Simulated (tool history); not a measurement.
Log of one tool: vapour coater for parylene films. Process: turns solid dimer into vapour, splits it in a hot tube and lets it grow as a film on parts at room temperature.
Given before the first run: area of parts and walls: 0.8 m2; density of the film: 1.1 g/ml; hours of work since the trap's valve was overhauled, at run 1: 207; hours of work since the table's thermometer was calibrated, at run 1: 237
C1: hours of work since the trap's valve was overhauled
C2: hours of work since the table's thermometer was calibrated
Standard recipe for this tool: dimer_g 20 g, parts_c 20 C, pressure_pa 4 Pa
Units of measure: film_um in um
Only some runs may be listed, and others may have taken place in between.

Run 1, day 0: usual settings; C1 207; C2 237. Result: film_um 11.22 um.
Run 2, day 1.312: usual settings; C1 229; C2 259. Result: film_um 11.4 um.
Run 3, day 2.358: usual settings; C1 246; C2 277. Result: film_um 11.26 um.
At day 3.242: trap's valve overhauled.
Run 4, day 3.488: usual settings; C1 4; C2 293. Result: film_um 12.44 um.
Run 5, day 4.625: usual settings; C1 23; C2 312. Result: film_um 12.12 um.
Run 6, day 5.842: usual settings; C1 44; C2 332. Result: film_um 12.02 um.
Run 7, day 6.546: usual settings; C1 55; C2 344. Result: film_um 11.88 um.
Run 8, day 7.917: usual settings; C1 78; C2 367. Result: film_um 12.03 um.
Run 9, day 8.675: usual settings but dimer_g 11 g; C1 91; C2 380. Result: film_um 6.59 um.
Run 10, day 10.046: usual settings but dimer_g 11 g; C1 114; C2 403. Result: film_um 6.49 um.
Run 11, day 11.104: usual settings but dimer_g 11 g; C1 132; C2 421. Result: film_um 6.44 um.
Run 12, day 12.329: usual settings but dimer_g 10 g; C1 153; C2 441. Result: film_um 5.79 um.
Run 13, day 13.479: usual settings but dimer_g 10 g; C1 172; C2 460. Result: film_um 5.75 um.
Run 14, day 14.767: usual settings but dimer_g 10 g; C1 193; C2 482. Result: film_um 5.69 um.
Run 15, day 15.654: usual settings but dimer_g 10 g; C1 208; C2 497. Result: film_um 5.66 um.
Run 16, day 16.504: usual settings but dimer_g 10 g; C1 223; C2 511. Result: film_um 5.59 um.
Run 17, day 17.717: usual settings but dimer_g 10 g; C1 243; C2 531. Result: film_um 5.52 um.
At day 18.733: trap's valve overhauled.
Run 18, day 19.258: usual settings but dimer_g 33 g, parts_c 25 C, pressure_pa 4.53 Pa; C1 9; C2 555. Result: film_um 17.22 um.
Run 19, day 19.842: usual settings but dimer_g 14 g, parts_c 25 C, pressure_pa 9.66 Pa; C1 19; C2 564. Result: film_um 5.98 um.

Run 20 is up next; what results do you expect?
Run 20, day 21.212: usual settings but parts_c 24 C, pressure_pa 7.39 Pa; C1 42; C2 587. Result: film_um ?.

Run 20 came out at film_um 9.32 um.
Minus the tool's unlogged condition, the same run would have read film_um 9.51 um.
